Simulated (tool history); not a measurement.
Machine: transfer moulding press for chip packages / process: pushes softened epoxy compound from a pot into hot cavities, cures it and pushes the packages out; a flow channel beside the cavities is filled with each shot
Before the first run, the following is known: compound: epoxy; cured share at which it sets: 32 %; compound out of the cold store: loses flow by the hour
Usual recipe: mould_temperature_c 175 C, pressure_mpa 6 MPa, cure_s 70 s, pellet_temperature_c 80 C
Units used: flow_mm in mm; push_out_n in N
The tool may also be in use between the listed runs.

run   hour  mould_temperature_c  pressure_mpa  cure_s  pellet_temperature_c  incoming compound's hours out of the cold store  flow_mm  push_out_n
  1      0                  175             6      70                    80                                              8.3      940         513
  2   25.7                  175             6      70                    90                                             42.4      779         462
      30.5  -- cavities cleaned with cleaning compound and waxed
  3   48.5                  175             6      70                    80                                             12.6      906         511
        64  -- cavities cleaned with cleaning compound and waxed
  4     64                  175             6      70                    80                                             16.8      897         496
  5   78.8                  175             6      70                    80                                             16.8      906         503
      96.9  -- cavities cleaned with cleaning compound and waxed
  6  101.5                  175             6      70                    80                                             40.6      790         480
     130.9  -- cavities cleaned with cleaning compound and waxed
  7  130.9                  175             6      68                    80                                             22.1      868         547
  8  147.3                  175          6.07      70                    80                                              9.5      946         519
     163.9  -- cavities cleaned with cleaning compound and waxed
  9  173.8                  175          6.07      70                    80                                             23.9      866         479
 10  194.3                  173             6      70                    80                                             29.2      836         554
     197.9  -- cavities cleaned with cleaning compound and waxed
 11  213.3                  173             6      70                    80                                             20.9      873         595
       231  -- cavities cleaned with cleaning compound and waxed
 12  240.1                  175             6      90                    80                                             45.3      768         317
     264.9  -- cavities cleaned with cleaning compound and waxed
 13    266                  175             6      90                    80                                              8.4      931         323
 14  292.6                  175             6      90                    80                                             32.5      817         318
       299  -- cavities cleaned with cleaning compound and waxed
 15    312                  175             6      94                    80                                             39.4      789         290
     322.6  -- plunger's sealing rings changed
       335  -- cavities cleaned with cleaning compound and waxed
 16  338.3                  175          5.06      70                    80                                             29.7      769         484
 17  351.6                  176          5.06      70                    88                                             17.1      814         449
 18  363.7                  169          4.69      70                    77                                               44      697         701
     368.4  -- cavities cleaned with cleaning compound and waxed
 19  376.7                  169          4.69      70                    77                                             19.2      805         755
 20  396.6                  182          7.17      70                    80                                             29.1      883         340

Run 21, settings as shown, results not yet in. Your forecast:
     402.6  -- cavities cleaned with cleaning compound and waxed
 21  410.1                  182          7.17      70                    80                                              9.8        ?           ?

For run 21 the tool returned flow_mm 981 mm, push_out_n 339 N.
Minus the tool's unlogged condition, the same run would have read flow_mm 981 mm, push_out_n 338 N.

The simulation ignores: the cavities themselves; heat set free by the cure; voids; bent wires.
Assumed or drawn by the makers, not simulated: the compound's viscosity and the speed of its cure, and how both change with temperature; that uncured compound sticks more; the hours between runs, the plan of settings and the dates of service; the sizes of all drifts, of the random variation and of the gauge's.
